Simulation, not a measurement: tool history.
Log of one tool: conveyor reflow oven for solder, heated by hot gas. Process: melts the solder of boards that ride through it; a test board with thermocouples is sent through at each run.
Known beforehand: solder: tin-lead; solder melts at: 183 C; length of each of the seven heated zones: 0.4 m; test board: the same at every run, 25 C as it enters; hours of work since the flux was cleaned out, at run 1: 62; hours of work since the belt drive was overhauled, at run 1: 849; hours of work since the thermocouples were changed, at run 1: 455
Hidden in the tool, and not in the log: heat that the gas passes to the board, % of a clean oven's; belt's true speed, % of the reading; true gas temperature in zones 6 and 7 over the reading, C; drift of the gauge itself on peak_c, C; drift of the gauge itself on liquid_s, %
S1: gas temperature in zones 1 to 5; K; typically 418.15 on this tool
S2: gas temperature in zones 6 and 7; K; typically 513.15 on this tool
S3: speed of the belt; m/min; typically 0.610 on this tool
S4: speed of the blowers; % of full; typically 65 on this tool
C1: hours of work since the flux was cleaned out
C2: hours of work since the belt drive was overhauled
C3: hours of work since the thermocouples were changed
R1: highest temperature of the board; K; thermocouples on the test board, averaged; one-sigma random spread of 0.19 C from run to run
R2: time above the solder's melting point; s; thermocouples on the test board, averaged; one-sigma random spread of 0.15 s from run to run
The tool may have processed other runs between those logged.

run 1 hour=0.0 | S1=418.15 S2=513.15 S3=0.610 S4=65 | C1=62 C2=849 C3=455 | R1=495.75 R2=65.7
run 2 hour=17.3 | S1=418.15 S2=513.15 S3=0.610 S4=65 | C1=72 C2=859 C3=465 | R1=496.35 R2=65.4
run 3 hour=52.1 | S1=418.15 S2=513.15 S3=0.610 S4=65 | C1=93 C2=880 C3=486 | R1=496.05 R2=65.4
run 4 hour=70.7 | S1=418.15 S2=513.15 S3=0.610 S4=65 | C1=104 C2=891 C3=497 | R1=496.15 R2=65.6
run 5 hour=87.9 | S1=418.15 S2=513.15 S3=0.610 S4=65 | C1=114 C2=901 C3=507 | R1=496.35 R2=65.5
run 6 hour=104.8 | S1=418.15 S2=513.15 S3=0.610 S4=65 | C1=124 C2=911 C3=517 | R1=495.75 R2=65.4
run 7 hour=125.5 | S1=418.15 S2=513.15 S3=0.610 S4=65 | C1=136 C2=923 C3=529 | R1=496.25 R2=65.4
run 8 hour=155.2 | S1=425.15 S2=513.15 S3=0.610 S4=65 | C1=154 C2=940 C3=547 | R1=497.15 R2=69.3
-- hour=177.0 flux residue cleaned out of gas plates and filters
run 9 hour=180.6 | S1=425.15 S2=513.15 S3=0.610 S4=65 | C1=2 C2=953 C3=559 | R1=497.55 R2=69.4
run 10 hour=207.7 | S1=425.15 S2=513.15 S3=0.610 S4=65 | C1=18 C2=968 C3=575 | R1=497.35 R2=69.2
run 11 hour=242.9 | S1=425.15 S2=513.15 S3=0.610 S4=65 | C1=39 C2=989 C3=596 | R1=497.25 R2=69.3
run 12 hour=260.5 | S1=425.15 S2=513.15 S3=0.610 S4=65 | C1=49 C2=1000 C3=606 | R1=497.05 R2=69.2
run 13 hour=290.2 | S1=425.15 S2=513.15 S3=0.610 S4=71 | C1=67 C2=1017 C3=624 | R1=498.15 R2=69.8
run 14 hour=328.1 | S1=425.15 S2=513.15 S3=0.610 S4=71 | C1=89 C2=1040 C3=646 | R1=498.55 R2=69.9
run 15 hour=366.1 | S1=425.15 S2=513.15 S3=0.610 S4=56 | C1=112 C2=1062 C3=668 | R1=495.35 R2=67.9
run 16 hour=395.4 | S1=429.15 S2=513.15 S3=0.635 S4=56 | C1=129 C2=1079 C3=686 | R1=495.15 R2=66.6
run 17 hour=422.6 | S1=415.15 S2=527.15 S3=0.697 S4=61 | C1=145 C2=1095 C3=702 | R1=501.05 R2=58.8
run 18 hour=444.0 | S1=418.15 S2=506.15 S3=0.714 S4=53 | C1=158 C2=1108 C3=714 | R1=481.85 R2=44.3
-- hour=458.5 flux residue cleaned out of gas plates and filters
run 19 hour=482.3 | S1=418.15 S2=506.15 S3=0.714 S4=53 | C1=14 C2=1128 C3=734 | R1=481.95 R2=43.9
run 20 hour=512.8 | S1=418.15 S2=508.15 S3=0.714 S4=54 | C1=32 C2=1146 C3=752 | R1=483.45 R2=45.9
run 21 hour=546.7 | S1=418.15 S2=508.15 S3=0.714 S4=54 | C1=52 C2=1166 C3=772 | R1=483.65 R2=45.9
run 22 hour=584.3 | S1=406.15 S2=514.15 S3=0.638 S4=54 | C1=74 C2=1188 C3=794 | R1=490.05 R2=53.6
run 23 hour=612.5 | S1=425.15 S2=506.15 S3=0.648 S4=54 | C1=91 C2=1204 C3=811 | R1=487.05 R2=57.5
run 24 hour=638.8 | S1=425.15 S2=506.15 S3=0.648 S4=54 | C1=106 C2=1220 C3=826 | R1=486.95 R2=57.3
run 25 hour=675.6 | S1=418.15 S2=513.15 S3=0.519 S4=60 | C1=128 C2=1242 C3=848 | R1=500.05 R2=80.2
run 26 hour=693.4 | S1=418.15 S2=513.15 S3=0.519 S4=60 | C1=139 C2=1252 C3=859 | R1=499.75 R2=80.4
run 27 hour=710.1 | S1=430.15 S2=513.15 S3=0.502 S4=60 | C1=148 C2=1262 C3=868 | R1=502.15 R2=90.4
-- hour=741.2 flux residue cleaned out of gas plates and filters
run 28 hour=749.7 | S1=415.15 S2=519.15 S3=0.610 S4=71 | C1=5 C2=1282 C3=889 | R1=502.05 R2=68.2
run 29 hour=771.2 | S1=404.15 S2=512.15 S3=0.529 S4=58 | C1=18 C2=1295 C3=901 | R1=496.05 R2=70.2
run 30 hour=800.0 | S1=404.15 S2=512.15 S3=0.529 S4=58 | C1=35 C2=1312 C3=918 | R1=495.75 R2=70.2

Below are 4 alternative next runs, each starting from the tool's condition after run 30. Predict each:
run A hour=823.6 | S1=428.15 S2=512.15 S3=0.529 S4=58 | C1=49 C2=1326 C3=932 | R1=? R2=?
run B hour=823.6 | S1=415.15 S2=513.15 S3=0.673 S4=66 | C1=49 C2=1326 C3=932 | R1=? R2=?
run C hour=823.6 | S1=414.15 S2=528.15 S3=0.610 S4=65 | C1=49 C2=1326 C3=932 | R1=? R2=?
run D hour=823.6 | S1=405.15 S2=513.15 S3=0.610 S4=65 | C1=49 C2=1326 C3=932 | R1=? R2=?

run=A R1=499.55 R2=83.6
run=B R1=492.65 R2=55.2
run=C R1=508.45 R2=71.3
run=D R1=493.75 R2=59.2
With no hidden state in the tool, these same runs would have given:
run=A R1=499.65 R2=83.5
run=B R1=492.75 R2=55.1
run=C R1=508.45 R2=71.3
run=D R1=493.75 R2=59.2
